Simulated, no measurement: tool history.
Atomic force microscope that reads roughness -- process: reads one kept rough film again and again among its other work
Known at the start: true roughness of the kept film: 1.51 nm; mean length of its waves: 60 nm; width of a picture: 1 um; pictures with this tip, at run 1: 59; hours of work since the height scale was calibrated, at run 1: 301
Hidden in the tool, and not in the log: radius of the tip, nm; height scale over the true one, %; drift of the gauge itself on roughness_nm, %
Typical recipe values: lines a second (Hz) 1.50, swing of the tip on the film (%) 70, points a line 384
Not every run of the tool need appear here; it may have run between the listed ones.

run	hour	lines a second (Hz)	swing of the tip on the film (%)	points a line	pictures with this tip	hours of work since the height scale was calibrated	roughness of the kept film (nm (root mean square))
1	0.0	1.50	70	384	59	301	1.351
2	16.5	1.50	70	384	79	307	1.338
3	32.9	1.50	70	384	98	314	1.335
4	46.4	1.50	70	384	114	320	1.328
5	69.1	1.16	70	384	141	329	1.353
6	82.3	1.16	70	370	156	334	1.341
7	99.1	1.16	76	370	176	341	1.313
# hour 102.1: height scale calibrated on a step standard
8	114.2	0.62	75	859	193	5	1.372
9	129.5	0.75	75	859	211	11	1.355
10	142.6	0.75	75	859	226	17	1.356
11	168.8	3.58	86	595	257	27	0.956
# hour 173.5: height scale calibrated on a step standard, once more
12	184.9	0.76	61	330	275	5	1.386
13	201.7	0.76	61	330	295	12	1.378
14	217.3	2.88	70	384	313	18	1.206

Below, some changes in roughness of the kept film (nm (root mean square)) between adjacent runs. For each, the amount present without the hidden state too (settings, incoming material, random variation) and the amount remaining for the hidden state with gauge scatter not shared by both compared results:
Run 11 -> 12: lines a second (Hz) 3.58 -> 0.76, swing of the tip on the film (%) 86 -> 61, points a line 595 -> 330, height scale calibrated on a step standard, once more. roughness of the kept film (nm (root mean square)) +0.430: hidden state -0.016, all else +0.446.

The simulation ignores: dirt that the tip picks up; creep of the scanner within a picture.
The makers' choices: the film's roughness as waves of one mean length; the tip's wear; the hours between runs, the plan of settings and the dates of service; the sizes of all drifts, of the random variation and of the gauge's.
